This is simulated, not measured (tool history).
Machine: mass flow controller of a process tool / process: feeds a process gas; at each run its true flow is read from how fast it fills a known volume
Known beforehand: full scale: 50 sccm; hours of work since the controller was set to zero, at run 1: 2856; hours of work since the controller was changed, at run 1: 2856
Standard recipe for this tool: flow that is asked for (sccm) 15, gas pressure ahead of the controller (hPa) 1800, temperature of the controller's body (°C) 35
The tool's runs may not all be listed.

run    hour  flow that is asked for (sccm)  gas pressure ahead of the controller (hPa)  temperature of the controller's body (°C)  hours of work since the controller was set to zero  hours of work since the controller was changed  true flow (%)
  1     0.0                             15                                        1800                                         35                                                2856                                            2856          99.65
  2   318.9                             15                                        1800                                         35                                                2993                                            2993          99.64
  3   812.8                             15                                        1800                                         35                                                3205                                            3205          99.69
  4  1114.9                             15                                        1660                                         35                                                3335                                            3335          99.69
  5  1462.6                             15                                        1800                                         22                                                3485                                            3485          98.45
  6  1720.1                             15                                        1800                                         22                                                3595                                            3595          98.64
  7  2226.1                             15                                        1800                                         22                                                3813                                            3813          98.70
  8  2729.5                             15                                        1990                                         22                                                4029                                            4029          98.52
  9  3181.5                             15                                        1990                                         22                                                4224                                            4224          98.49
 10  3541.7                             15                                        1810                                         22                                                4379                                            4379          98.41
 11  3750.4                             15                                        1810                                         22                                                4468                                            4468          98.51
 12  4228.5                             19                                        1800                                         35                                                4674                                            4674          99.70
 13  4651.6                             15                                        1430                                         27                                                4856                                            4856          98.95
 14  4939.6                             15                                        1430                                         27                                                4980                                            4980          99.04
 15  5160.3                             35                                        1810                                         28                                                5075                                            5075          99.73
 16  5446.2                             35                                        1810                                         28                                                5197                                            5197          99.82
 17  5733.5                             15                                        2340                                         35                                                5321                                            5321          99.62
 18  6105.3                             19                                        1800                                         35                                                5481                                            5481          99.74

Consider 4 possible next runs. They are alternatives, not a sequence: every one starts from the tool as it was left by run 18. What does each give?
     6242.0  -- controller exchanged for a calibrated one
  A  6538.1                              6                                        1800                                         28                                                 127                                             127              ?
     6242.0  -- controller exchanged for a calibrated one
  B  6538.1                             19                                        1800                                         38                                                 127                                             127              ?
     6242.0  -- controller exchanged for a calibrated one
  C  6538.1                             19                                        1800                                         29                                                 127                                             127              ?
     6242.0  -- controller exchanged for a calibrated one
  D  6538.1                             19                                        2360                                         35                                                 127                                             127              ?

run  true flow (%)
  A          98.69
  B         100.04
  C          99.27
  D          99.76
Stripped of hidden state, with their random variation kept, the same runs would have yielded:
run  true flow (%)
  A          98.69
  B         100.04
  C          99.27
  D          99.76
